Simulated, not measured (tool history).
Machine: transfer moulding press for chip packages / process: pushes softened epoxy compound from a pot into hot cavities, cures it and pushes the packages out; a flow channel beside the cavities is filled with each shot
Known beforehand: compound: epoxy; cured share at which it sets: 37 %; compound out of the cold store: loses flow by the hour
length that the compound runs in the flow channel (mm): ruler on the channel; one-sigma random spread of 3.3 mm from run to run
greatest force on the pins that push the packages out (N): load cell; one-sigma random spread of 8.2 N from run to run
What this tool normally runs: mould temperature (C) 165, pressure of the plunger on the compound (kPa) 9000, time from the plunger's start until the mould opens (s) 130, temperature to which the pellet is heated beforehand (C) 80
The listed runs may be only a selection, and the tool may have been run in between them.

| run | hour | mould temperature (C) | pressure of the plunger on the compound (kPa) | time from the plunger's start until the mould opens (s) | temperature to which the pellet is heated beforehand (C) | incoming compound's hours out of the cold store | length that the compound runs in the flow channel (mm) | greatest force on the pins that push the packages out (N) |
|---|---|---|---|---|---|---|---|---|
| 1 | 0 | 165 | 9000 | 130 | 80 | 19 | 679 | 396 |
| 2 | 16.9 | 165 | 9000 | 130 | 80 | 32.1 | 652 | 429 |
|  | 35.1 | plunger's sealing rings changed |
| 3 | 39.1 | 165 | 9000 | 154 | 80 | 9.6 | 751 | 423 |
| 4 | 51.6 | 165 | 9000 | 118 | 80 | 24.2 | 718 | 568 |
| 5 | 63.1 | 165 | 9000 | 130 | 80 | 10.7 | 746 | 502 |
| 6 | 82.6 | 165 | 9180 | 130 | 80 | 29.9 | 719 | 503 |
|  | 89 | cavities cleaned with cleaning compound and waxed |
| 7 | 93.9 | 165 | 9000 | 130 | 80 | 42.9 | 692 | 374 |
| 8 | 103 | 165 | 9000 | 130 | 80 | 27.5 | 717 | 404 |
| 9 | 123.2 | 165 | 9000 | 130 | 80 | 10.4 | 748 | 437 |
| 10 | 133.3 | 165 | 9000 | 130 | 80 | 16.1 | 735 | 475 |
| 11 | 144.3 | 165 | 8060 | 130 | 80 | 29.2 | 667 | 473 |
|  | 148 | mould's thermocouples calibrated |
| 12 | 159.7 | 165 | 8060 | 130 | 80 | 33.2 | 663 | 484 |
| 13 | 173.9 | 167 | 9000 | 130 | 80 | 27.9 | 698 | 476 |
|  | 190.1 | cavities cleaned with cleaning compound and waxed |
| 14 | 195.9 | 165 | 9000 | 130 | 81 | 19.7 | 717 | 358 |
| 15 | 214.3 | 165 | 9000 | 130 | 81 | 32.2 | 691 | 415 |
| 16 | 234.9 | 165 | 9000 | 113 | 83 | 21.4 | 711 | 524 |

Predict the results of run 17:
|  | 253.1 | mould's thermocouples calibrated, once more |
| 17 | 253.9 | 160 | 9360 | 142 | 72 | 22.8 | ? | ? |

Run 17 produced length that the compound runs in the flow channel (mm) 750, greatest force on the pins that push the packages out (N) 591.
The same run, on a tool lacking any hidden state, would have yielded length that the compound runs in the flow channel (mm) 774, greatest force on the pins that push the packages out (N) 431.
